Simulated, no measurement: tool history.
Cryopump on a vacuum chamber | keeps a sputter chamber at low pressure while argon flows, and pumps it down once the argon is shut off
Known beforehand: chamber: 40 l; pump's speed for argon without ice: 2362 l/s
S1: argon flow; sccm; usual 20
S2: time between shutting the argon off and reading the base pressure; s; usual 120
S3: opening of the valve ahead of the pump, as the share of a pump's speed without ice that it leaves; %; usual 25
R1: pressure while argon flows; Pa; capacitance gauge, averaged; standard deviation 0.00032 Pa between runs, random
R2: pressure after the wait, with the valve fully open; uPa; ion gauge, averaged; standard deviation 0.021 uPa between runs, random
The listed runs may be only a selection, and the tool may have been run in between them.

run   hour  S1   S2  S3      R1    R2
  1    0.0  20  120  25  0.0590  1.19
  2   61.5  20  120  25  0.0595  1.21
  3  147.2  20  120  25  0.0600  1.26
  4  203.0  20  120  25  0.0601  1.24
  5  273.2  20  120  25  0.0595  1.37
  6  337.6  20  120  25  0.0607  1.42
  7  407.3  20   41  15  0.0988  2.24
  8  497.6  20   41  15  0.1002  2.33
  9  589.6  20   41  15  0.1011  2.45
 10  647.7  20   41  15  0.1007  2.51
 11  759.4  16   24  48  0.0245  3.01

Not shown: 1 entry that the log had between the listed runs. Between which runs, and how does the tool's hidden state differ before and after?
After run 10, before run 11: pump warmed up, emptied and cooled again (hour 739.6)
  pump's speed, % of a pump's without ice: 74.2 -> 99.3; cold plate's temperature, K: 12.95 -> 12.98; leak into the chamber, uPa l/s: 2297 -> 2404
  what was measured, less what the result would be without the hidden state, R1: +0.0053 -> +0.0003 Pa; R2: +1.23 -> +0.94 uPa

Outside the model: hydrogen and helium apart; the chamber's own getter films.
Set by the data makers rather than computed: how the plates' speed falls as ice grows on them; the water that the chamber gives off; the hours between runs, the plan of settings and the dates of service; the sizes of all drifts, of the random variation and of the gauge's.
